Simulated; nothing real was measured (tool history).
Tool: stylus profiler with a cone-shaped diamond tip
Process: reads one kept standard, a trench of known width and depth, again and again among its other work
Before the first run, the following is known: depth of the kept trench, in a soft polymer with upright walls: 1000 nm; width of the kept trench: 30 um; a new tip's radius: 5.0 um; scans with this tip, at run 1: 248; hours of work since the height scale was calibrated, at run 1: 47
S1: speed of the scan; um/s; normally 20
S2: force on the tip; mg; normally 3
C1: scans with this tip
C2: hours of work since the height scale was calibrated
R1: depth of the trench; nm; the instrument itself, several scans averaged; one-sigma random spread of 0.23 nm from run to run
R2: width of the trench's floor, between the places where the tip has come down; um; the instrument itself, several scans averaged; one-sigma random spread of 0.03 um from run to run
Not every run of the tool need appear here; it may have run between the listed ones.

run,hour,S1,S2,C1,C2,R1,R2
1,0,20,3,248,47,1011.86,23.87
2,19.6,20,4.19,329,62,1014.83,23.86
3,42.5,20,2.54,423,79,1010.51,23.87
4,59.8,20,2.54,494,93,1010.84,23.91
5,83.9,20,2.54,593,111,1010.68,23.83
6,101.8,6,2.54,667,125,1010.52,23.95
7,124.7,6,2.54,761,143,1010.77,23.9
8,138.6,6,2.54,818,154,1010.93,23.88
9,153.9,6,2.54,881,165,1010.76,23.85
10,178.2,6,3.79,981,184,1013.8,23.91
11,200.7,6,3.79,1073,202,1014.14,23.86
12,224.5,6,3.79,1171,220,1014.79,23.83
13,245.7,20,3,1259,236,1012.42,23.79
14,257.7,20,3,1308,246,1012.78,23.74
15,272.6,20,3,1369,257,1012.62,23.79
16,289.8,20,1.03,1440,270,1006.48,23.69
17,310.5,20,1.03,1525,286,1006.52,23.73
# hour 312.6: height scale calibrated on a step standard
18,321.7,20,1.03,1569,7,1007.04,23.65
19,336.4,20,4.01,1630,18,1015.94,23.69
20,361.1,20,4.51,1731,37,1016.59,23.72
21,383.4,20,4.51,1823,55,1016.66,23.7
22,401.2,20,4.51,1896,68,1016.84,23.7
23,414.8,20,4.51,1952,79,1016.81,23.72
24,429.4,20,4.51,2012,90,1016.84,23.7
25,447.8,20,4.51,2088,104,1017.14,23.62
# hour 450.6: height scale calibrated on a step standard, once more
26,468.7,12,3.57,2172,14,1013.53,23.7
27,491.5,12,3.57,2266,32,1013.21,23.63
28,504.6,12,3.57,2319,42,1013.73,23.61
29,520.2,19,5.09,2384,54,1017.21,23.68
30,534.6,8,3,2443,65,1012.01,23.64
31,554.9,28,5.1,2526,81,1017.19,23.59
32,569.5,7,1.34,2586,92,1007.42,23.64
33,586.2,44,8.53,2655,105,1024.17,23.55
34,609.7,44,1.38,2752,123,1007.11,23.45
35,628,15,3,2827,137,1012.36,23.6
36,644.1,15,3,2893,149,1012.46,23.61
37,655.5,62,8.7,2940,158,1024.74,23.45
38,673,8,1.69,3012,172,1008.97,23.55
39,696,42,8.49,3107,189,1024.48,23.56
40,709.5,65,4.12,3162,200,1015.74,23.39
41,730.3,44,1.07,3248,216,1006.7,23.33
42,744.8,44,1.07,3307,227,1007.34,23.3
43,765.3,44,1.07,3392,243,1007.07,23.35
44,789.5,32,7.96,3491,262,1024.27,23.51
45,802.2,31,1.31,3543,271,1007.67,23.38
46,814.4,17,1.31,3593,281,1007.95,23.42
47,831.8,8,1.27,3665,294,1007.8,23.46

Forecast each of these 3 alternatives for the next run:
A,851.4,6,3,3746,309,?,?
B,851.4,20,1.19,3746,309,?,?
C,851.4,7,2.61,3746,309,?,?

run,R1,R2
A,1013.13,23.45
B,1007.56,23.41
C,1012.21,23.52
Without the tool's hidden state the same runs would have given:
run,R1,R2
A,1011.8,23.92
B,1006.25,23.89
C,1010.88,24
